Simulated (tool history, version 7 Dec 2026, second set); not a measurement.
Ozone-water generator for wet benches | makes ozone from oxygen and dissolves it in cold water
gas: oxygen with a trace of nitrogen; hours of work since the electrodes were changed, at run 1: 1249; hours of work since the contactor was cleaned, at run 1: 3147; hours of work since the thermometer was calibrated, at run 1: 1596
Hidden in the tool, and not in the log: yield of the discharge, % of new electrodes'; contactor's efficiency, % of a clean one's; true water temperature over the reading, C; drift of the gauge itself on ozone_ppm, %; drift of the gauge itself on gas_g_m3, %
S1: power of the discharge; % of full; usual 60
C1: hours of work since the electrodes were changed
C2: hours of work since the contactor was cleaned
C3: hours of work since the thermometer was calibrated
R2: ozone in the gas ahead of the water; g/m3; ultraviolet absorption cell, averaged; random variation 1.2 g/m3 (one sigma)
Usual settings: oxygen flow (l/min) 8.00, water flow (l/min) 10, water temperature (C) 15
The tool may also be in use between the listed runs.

Run 1, hour 0.0: usual settings; C1 1249; C2 3147; C3 1596. Result: dissolved ozone (ppm) 34.2, R2 208.4 g/m3.
Run 2, hour 30.9: usual settings; C1 1276; C2 3173; C3 1622. Result: dissolved ozone (ppm) 34.7, R2 207.5 g/m3.
Run 3, hour 61.5: usual settings; C1 1302; C2 3200; C3 1649. Result: dissolved ozone (ppm) 34.9, R2 207.4 g/m3.
Run 4, hour 90.0: usual settings; C1 1327; C2 3225; C3 1674. Result: dissolved ozone (ppm) 34.7, R2 207.5 g/m3.
Run 5, hour 127.5: usual settings; C1 1359; C2 3257; C3 1706. Result: dissolved ozone (ppm) 34.3, R2 208.7 g/m3.
Run 6, hour 175.4: usual settings but S1 44 % of full; C1 1401; C2 3298; C3 1747. Result: dissolved ozone (ppm) 28.2, R2 166.6 g/m3.
Run 7, hour 219.6: usual settings but S1 44 % of full; C1 1439; C2 3336; C3 1785. Result: dissolved ozone (ppm) 27.9, R2 167.0 g/m3.
Run 8, hour 252.6: usual settings; C1 1467; C2 3365; C3 1814. Result: dissolved ozone (ppm) 34.4, R2 208.4 g/m3.
Run 9, hour 279.8: usual settings; C1 1491; C2 3388; C3 1837. Result: dissolved ozone (ppm) 34.3, R2 205.7 g/m3.
Run 10, hour 327.3: usual settings; C1 1532; C2 3429; C3 1878. Result: dissolved ozone (ppm) 34.4, R2 208.5 g/m3.
Run 11, hour 360.6: usual settings; C1 1561; C2 3458; C3 1907. Result: dissolved ozone (ppm) 34.7, R2 206.6 g/m3.
Run 12, hour 404.4: usual settings; C1 1598; C2 3496; C3 1945. Result: dissolved ozone (ppm) 34.2, R2 207.3 g/m3.
Run 13, hour 440.0: usual settings but water flow (l/min) 9; C1 1629; C2 3527; C3 1976. Result: dissolved ozone (ppm) 36.4, R2 207.1 g/m3.
Run 14, hour 466.6: usual settings but water flow (l/min) 9; C1 1652; C2 3550; C3 1999. Result: dissolved ozone (ppm) 36.7, R2 207.2 g/m3.
Run 15, hour 504.1: usual settings but S1 52 % of full, water flow (l/min) 9; C1 1684; C2 3582; C3 2031. Result: dissolved ozone (ppm) 33.0, R2 185.5 g/m3.
Run 16, hour 539.2: usual settings but S1 52 % of full, water flow (l/min) 9; C1 1715; C2 3612; C3 2061. Result: dissolved ozone (ppm) 33.5, R2 187.1 g/m3.
Run 17, hour 582.4: usual settings but S1 52 % of full, water flow (l/min) 9; C1 1752; C2 3650; C3 2099. Result: dissolved ozone (ppm) 33.1, R2 187.8 g/m3.
Run 18, hour 608.7: usual settings but S1 64 % of full, oxygen flow (l/min) 10.16; C1 1775; C2 3672; C3 2121. Result: dissolved ozone (ppm) 35.7, R2 197.0 g/m3.
Run 19, hour 638.5: usual settings but S1 55 % of full, oxygen flow (l/min) 12.68, water flow (l/min) 8, water temperature (C) 11; C1 1800; C2 3698; C3 2147. Result: dissolved ozone (ppm) 38.2, R2 165.2 g/m3.
Run 20, hour 678.6: usual settings but S1 65 % of full; C1 1835; C2 3733; C3 2182. Result: dissolved ozone (ppm) 36.5, R2 219.2 g/m3.
Run 21, hour 708.8: usual settings but S1 86 % of full, oxygen flow (l/min) 6.06, water temperature (C) 7; C1 1861; C2 3759; C3 2208. Result: dissolved ozone (ppm) 52.4, R2 289.0 g/m3.
Run 22, hour 738.4: usual settings but S1 86 % of full, oxygen flow (l/min) 6.06, water temperature (C) 7; C1 1887; C2 3784; C3 2233. Result: dissolved ozone (ppm) 52.2, R2 290.3 g/m3.
Run 23, hour 771.0: usual settings but S1 86 % of full, oxygen flow (l/min) 6.06, water temperature (C) 7; C1 1915; C2 3812; C3 2261. Result: dissolved ozone (ppm) 52.2, R2 290.0 g/m3.
Run 24, hour 819.3: usual settings but oxygen flow (l/min) 7.48, water flow (l/min) 6; C1 1957; C2 3854; C3 2303. Result: dissolved ozone (ppm) 44.8, R2 210.4 g/m3.
Run 25, hour 859.9: usual settings but S1 68 % of full, oxygen flow (l/min) 6.68; C1 1992; C2 3889; C3 2338. Result: dissolved ozone (ppm) 37.9, R2 238.5 g/m3.

The next listed run, before its measurement:
Run 26, hour 893.1: usual settings but S1 68 % of full, oxygen flow (l/min) 6.68; C1 2020; C2 3918; C3 2367. Result: dissolved ozone (ppm) ?, R2 ?.

Run 26 gave dissolved ozone (ppm) 37.9, R2 239.3 g/m3.
Without the tool's hidden state the same run would have given dissolved ozone (ppm) 37.9, R2 244.6 g/m3.

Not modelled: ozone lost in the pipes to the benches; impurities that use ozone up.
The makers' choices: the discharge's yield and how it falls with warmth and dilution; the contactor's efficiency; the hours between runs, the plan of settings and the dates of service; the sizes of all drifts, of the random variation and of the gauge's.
